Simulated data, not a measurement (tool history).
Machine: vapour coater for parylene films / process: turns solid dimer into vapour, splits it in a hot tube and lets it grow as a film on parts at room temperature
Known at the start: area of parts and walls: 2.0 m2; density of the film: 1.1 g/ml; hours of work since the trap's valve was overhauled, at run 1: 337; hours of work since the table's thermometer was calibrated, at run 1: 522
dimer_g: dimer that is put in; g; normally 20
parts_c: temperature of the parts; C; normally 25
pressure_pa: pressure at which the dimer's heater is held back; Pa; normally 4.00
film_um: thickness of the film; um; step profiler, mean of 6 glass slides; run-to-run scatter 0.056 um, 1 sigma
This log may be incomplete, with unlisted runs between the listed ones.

run     day  dimer_g  parts_c  pressure_pa  hours of work since the trap's valve was overhauled  hours of work since the table's thermometer was calibrated  film_um
  1   0.000       20       25         4.00                                                  337                                                         522     6.06
  2   2.204       20       25         4.00                                                  364                                                         549     5.96
  3   3.550       20       25         4.00                                                  380                                                         566     5.99
  4   5.017       20       25         4.00                                                  398                                                         584     5.89
  5   7.046       20       25         4.00                                                  423                                                         609     6.00
  6   8.871       20       25         4.00                                                  446                                                         631     5.89
  7  11.704       20       25         4.00                                                  481                                                         666     5.78
  8  14.104       20       25         4.00                                                  510                                                         696     5.70
  9  16.833       20       25         4.00                                                  544                                                         729     5.73
     18.054  -- trap's valve overhauled
 10  19.983       20       25         4.00                                                   24                                                         766     5.15
 11  22.525       20       25         4.00                                                   55                                                         797     5.23
     22.967  -- trap's valve overhauled, once more
 12  24.825       20       25         4.00                                                   23                                                         823     6.43
 13  26.225       20       25         4.00                                                   40                                                         841     6.50
 14  27.821       20       25         3.90                                                   60                                                         860     6.42
 15  29.954       20       25         4.00                                                   86                                                         887     6.37
 16  32.421       20       25         4.00                                                  116                                                         917     6.43
 17  34.267       24       25         4.00                                                  139                                                         940     7.67
 18  36.358       24       25         4.00                                                  165                                                         965     7.63
 19  38.008       24       25         4.00                                                  185                                                         986     7.52
 20  39.783       20       25         4.00                                                  207                                                        1008     6.18
 21  42.162       20       25         4.00                                                  236                                                        1037     6.18
 22  43.558       20       25         4.00                                                  254                                                        1054     6.18
 23  45.150       15       36         2.54                                                  273                                                        1074     3.33
 24  48.292       22       35         3.10                                                  312                                                        1112     4.91
 25  51.158       20       28         7.60                                                  347                                                        1148     5.08
 26  52.754       20       25         2.57                                                  367                                                        1167     6.22
 27  54.292       10       34         2.57                                                  386                                                        1186     2.28
 28  56.158       20       28         4.00                                                  409                                                        1209     5.34
 29  57.488       20       28         4.00                                                  425                                                        1226     5.40
 30  60.408        9       18         4.00                                                  461                                                        1261     3.39
 31  63.304        9       18         4.00                                                  497                                                        1297     3.33
 32  64.883        9       18         4.00                                                  516                                                        1317     3.30
 33  67.408        9       18         4.00                                                  547                                                        1348     3.32
     68.408  -- trap's valve overhauled
 34  70.354       20       17         2.26                                                   24                                                        1382     8.84
 35  72.762       20       24         2.26                                                   54                                                        1412     7.09
 36  74.838       12       19         2.61                                                   79                                                        1437     5.03
 37  76.671       19       26         2.97                                                  102                                                        1460     6.11
 38  79.196       19       26         2.97                                                  133                                                        1491     6.08
 39  81.208       19       26         2.97                                                  158                                                        1515     6.02
 40  84.008       11       25         8.76                                                  192                                                        1550     3.26
     85.025  -- table's thermometer calibrated
 41  85.433       12       22         4.21                                                  209                                                           5     4.08
 42  87.754       11       23         3.12                                                  238                                                          34     3.74
 43  89.692       20       29         2.71                                                  262                                                          57     5.52

Forecast each of these 3 alternatives for the next run:
  A  91.333       20       32         9.38                                                  282                                                          78        ?
  B  91.333       20       25         2.71                                                  282                                                          78        ?
  C  91.333       13       21         2.71                                                  282                                                          78        ?

run  film_um
  A     4.48
  B     6.43
  C     4.78
Stripped of hidden state, with their random variation kept, the same runs would have yielded:
run  film_um
  A     4.82
  B     6.91
  C     5.14
